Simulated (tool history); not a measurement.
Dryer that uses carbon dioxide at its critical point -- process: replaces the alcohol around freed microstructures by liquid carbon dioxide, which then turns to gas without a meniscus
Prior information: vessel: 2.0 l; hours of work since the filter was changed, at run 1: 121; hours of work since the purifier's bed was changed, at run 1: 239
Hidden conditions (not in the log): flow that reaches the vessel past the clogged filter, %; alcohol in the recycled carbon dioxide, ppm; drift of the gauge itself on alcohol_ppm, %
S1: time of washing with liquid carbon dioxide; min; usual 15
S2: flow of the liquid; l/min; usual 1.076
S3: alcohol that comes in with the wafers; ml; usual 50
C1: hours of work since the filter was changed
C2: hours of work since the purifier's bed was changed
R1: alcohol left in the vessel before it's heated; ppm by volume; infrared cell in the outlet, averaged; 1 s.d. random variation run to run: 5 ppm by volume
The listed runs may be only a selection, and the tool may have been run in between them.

run	hour	S1	S2	S3	C1	C2	R1
1	0.0	15	1.076	50	121	239	171
2	32.8	15	1.076	50	138	256	203
3	64.2	15	1.076	50	155	273	226
# hour 74.4: inlet filter changed
4	115.0	15	1.076	50	21	299	164
5	156.2	15	1.076	50	42	320	189
6	194.6	15	1.076	50	62	340	201
7	250.0	15	1.076	50	91	369	212
8	314.5	15	1.076	50	125	402	230
9	351.8	15	1.076	50	144	421	264
# hour 380.2: inlet filter changed
10	425.2	15	1.076	50	23	459	246
11	483.1	15	1.076	50	53	489	255
12	534.9	19	0.840	48	80	516	277
13	607.3	22	0.780	115	118	553	343
14	671.1	12	1.430	88	151	587	349
# hour 686.5: inlet filter changed
15	712.1	12	1.430	88	13	607	312
16	743.6	20	0.680	30	30	624	333
17	809.4	20	1.390	77	64	658	297
# hour 844.4: purifier's bed changed
18	845.0	13	1.560	50	81	0	15
19	891.4	13	1.560	50	105	24	22
20	939.4	13	1.560	50	130	49	38
21	981.8	13	0.710	33	152	71	647
# hour 998.7: inlet filter changed
22	1030.7	13	0.710	33	17	96	356

Here are 4 independent what-if runs from the current tool condition. What would each one return?
A	1091.2	13	1.440	33	48	128	?
B	1091.2	15	0.920	79	48	128	?
C	1091.2	15	1.076	59	48	128	?
D	1091.2	15	1.590	50	48	128	?

run	R1
A	77
B	190
C	91
D	53
Take away the tool's hidden state, keep each run's random variation, and the runs would have read:
run	R1
A	21
B	95
C	24
D	0

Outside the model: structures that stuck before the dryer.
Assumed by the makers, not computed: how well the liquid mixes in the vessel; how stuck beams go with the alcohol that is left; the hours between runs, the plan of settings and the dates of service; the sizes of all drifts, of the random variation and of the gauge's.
